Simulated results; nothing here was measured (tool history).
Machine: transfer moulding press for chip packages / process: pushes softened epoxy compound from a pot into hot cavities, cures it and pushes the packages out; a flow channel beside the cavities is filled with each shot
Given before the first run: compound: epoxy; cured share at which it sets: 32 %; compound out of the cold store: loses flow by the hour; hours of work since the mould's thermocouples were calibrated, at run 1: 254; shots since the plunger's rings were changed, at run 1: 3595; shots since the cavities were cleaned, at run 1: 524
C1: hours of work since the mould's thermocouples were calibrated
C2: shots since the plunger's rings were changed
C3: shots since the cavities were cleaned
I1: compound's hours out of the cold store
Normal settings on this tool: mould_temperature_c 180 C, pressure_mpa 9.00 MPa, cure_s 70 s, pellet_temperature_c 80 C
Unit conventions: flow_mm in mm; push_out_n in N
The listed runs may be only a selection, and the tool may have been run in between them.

Run 1, hour 0.0: usual settings; C1 254; C2 3595; C3 524; I1 41.7. Result: flow_mm 521 mm, push_out_n 930 N.
Run 2, hour 9.1: usual settings; C1 259; C2 3723; C3 652; I1 10.0. Result: flow_mm 580 mm, push_out_n 1094 N.
At hour 14.3: cavities cleaned with cleaning compound and waxed.
Run 3, hour 22.7: usual settings but mould_temperature_c 187 C; C1 265; C2 3892; C3 117; I1 18.8. Result: flow_mm 548 mm, push_out_n 589 N.
Run 4, hour 32.1: usual settings but mould_temperature_c 187 C; C1 270; C2 4024; C3 249; I1 17.9. Result: flow_mm 542 mm, push_out_n 619 N.
Run 5, hour 43.7: usual settings but mould_temperature_c 187 C; C1 276; C2 4186; C3 411; I1 13.3. Result: flow_mm 555 mm, push_out_n 666 N.
Run 6, hour 49.4: usual settings but pressure_mpa 9.47 MPa; C1 279; C2 4267; C3 492; I1 37.5. Result: flow_mm 544 mm, push_out_n 957 N.
Run 7, hour 61.8: usual settings; C1 286; C2 4441; C3 666; I1 12.0. Result: flow_mm 573 mm, push_out_n 1108 N.
At hour 65.9: cavities cleaned with cleaning compound and waxed.
Run 8, hour 75.5: usual settings; C1 292; C2 4611; C3 134; I1 33.6. Result: flow_mm 530 mm, push_out_n 811 N.
Run 9, hour 84.8: usual settings but pressure_mpa 8.78 MPa; C1 297; C2 4742; C3 265; I1 44.0. Result: flow_mm 505 mm, push_out_n 865 N.
Run 10, hour 94.7: usual settings but pressure_mpa 7.72 MPa; C1 303; C2 4881; C3 404; I1 27.8. Result: flow_mm 495 mm, push_out_n 948 N.
Run 11, hour 106.4: usual settings but mould_temperature_c 175 C, pressure_mpa 7.72 MPa; C1 309; C2 5044; C3 567; I1 28.1. Result: flow_mm 513 mm, push_out_n 1440 N.
Run 12, hour 114.7: usual settings but mould_temperature_c 175 C, pressure_mpa 7.72 MPa; C1 313; C2 5161; C3 684; I1 19.5. Result: flow_mm 525 mm, push_out_n 1524 N.
At hour 118.0: cavities cleaned with cleaning compound and waxed.
Run 13, hour 126.2: usual settings but mould_temperature_c 175 C, pressure_mpa 7.72 MPa; C1 319; C2 5301; C3 115; I1 24.5. Result: flow_mm 517 mm, push_out_n 1254 N.
Run 14, hour 138.5: usual settings but mould_temperature_c 175 C, pressure_mpa 7.72 MPa; C1 325; C2 5473; C3 287; I1 33.5. Result: flow_mm 500 mm, push_out_n 1301 N.
Run 15, hour 149.4: usual settings but mould_temperature_c 175 C, pressure_mpa 7.72 MPa; C1 331; C2 5626; C3 440; I1 33.7. Result: flow_mm 498 mm, push_out_n 1369 N.
Run 16, hour 155.7: usual settings but mould_temperature_c 177 C, pressure_mpa 8.85 MPa, cure_s 66 s, pellet_temperature_c 86 C; C1 334; C2 5714; C3 528; I1 45.6. Result: flow_mm 502 mm, push_out_n 1297 N.
Run 17, hour 165.8: usual settings but mould_temperature_c 177 C, pressure_mpa 8.85 MPa, cure_s 66 s, pellet_temperature_c 86 C; C1 340; C2 5855; C3 669; I1 39.4. Result: flow_mm 511 mm, push_out_n 1362 N.
At hour 169.7: cavities cleaned with cleaning compound and waxed.
Run 18, hour 175.8: usual settings but mould_temperature_c 187 C, pressure_mpa 8.91 MPa; C1 344; C2 5975; C3 86; I1 24.1. Result: flow_mm 518 mm, push_out_n 552 N.
At hour 184.9: plunger's sealing rings changed.
Run 19, hour 185.1: usual settings but mould_temperature_c 175 C, pressure_mpa 7.09 MPa, cure_s 52 s, pellet_temperature_c 85 C; C1 348; C2 3; C3 182; I1 17.6. Result: flow_mm 542 mm, push_out_n 2116 N.
Run 20, hour 198.2: usual settings but pressure_mpa 7.09 MPa, cure_s 52 s, pellet_temperature_c 73 C; C1 355; C2 187; C3 366; I1 31.4. Result: flow_mm 494 mm, push_out_n 1989 N.
Run 21, hour 208.9: usual settings but mould_temperature_c 182 C, pellet_temperature_c 76 C; C1 361; C2 336; C3 515; I1 20.1. Result: flow_mm 582 mm, push_out_n 886 N.
Run 22, hour 217.9: usual settings but cure_s 71 s; C1 365; C2 462; C3 641; I1 30.9. Result: flow_mm 563 mm, push_out_n 1005 N.
At hour 224.1: cavities cleaned with cleaning compound and waxed.
Run 23, hour 231.0: usual settings but cure_s 71 s; C1 372; C2 625; C3 96; I1 10.2. Result: flow_mm 602 mm, push_out_n 883 N.
Run 24, hour 239.0: usual settings but mould_temperature_c 173 C, cure_s 76 s; C1 376; C2 736; C3 207; I1 14.8. Result: flow_mm 616 mm, push_out_n 1264 N.
Run 25, hour 248.4: usual settings but mould_temperature_c 188 C, cure_s 76 s, pellet_temperature_c 83 C; C1 381; C2 869; C3 340; I1 18.9. Result: flow_mm 565 mm, push_out_n 549 N.
Run 26, hour 258.7: usual settings but mould_temperature_c 174 C, pressure_mpa 7.64 MPa; C1 386; C2 1012; C3 483; I1 20.8. Result: flow_mm 548 mm, push_out_n 1566 N.
Run 27, hour 265.5: usual settings but mould_temperature_c 186 C, pressure_mpa 7.69 MPa; C1 390; C2 1108; C3 579; I1 33.8. Result: flow_mm 500 mm, push_out_n 700 N.
At hour 275.6: cavities cleaned with cleaning compound and waxed.
Run 28, hour 277.0: usual settings but mould_temperature_c 182 C, pressure_mpa 9.17 MPa, pellet_temperature_c 88 C; C1 395; C2 1248; C3 20; I1 41.8. Result: flow_mm 533 mm, push_out_n 646 N.

3 options for the next run, each taken on its own from the tool as it stands now. Forecast them:
Run A, hour 285.7: usual settings but pressure_mpa 7.43 MPa, pellet_temperature_c 79 C; C1 400; C2 1371; C3 143; I1 35.6. Result: flow_mm ?, push_out_n ?.
Run B, hour 285.7: usual settings but pressure_mpa 8.30 MPa, cure_s 58 s; C1 400; C2 1371; C3 143; I1 39.2. Result: flow_mm ?, push_out_n ?.
Run C, hour 285.7: usual settings but mould_temperature_c 187 C, pressure_mpa 10.90 MPa, cure_s 90 s; C1 400; C2 1371; C3 143; I1 24.1. Result: flow_mm ?, push_out_n ?.

run  flow_mm  push_out_n
  A      496         840
  B      522        1292
  C      603         462
Had the tool no hidden state, the same runs would have come out as:
run  flow_mm  push_out_n
  A      503         729
  B      529        1128
  C      611         419

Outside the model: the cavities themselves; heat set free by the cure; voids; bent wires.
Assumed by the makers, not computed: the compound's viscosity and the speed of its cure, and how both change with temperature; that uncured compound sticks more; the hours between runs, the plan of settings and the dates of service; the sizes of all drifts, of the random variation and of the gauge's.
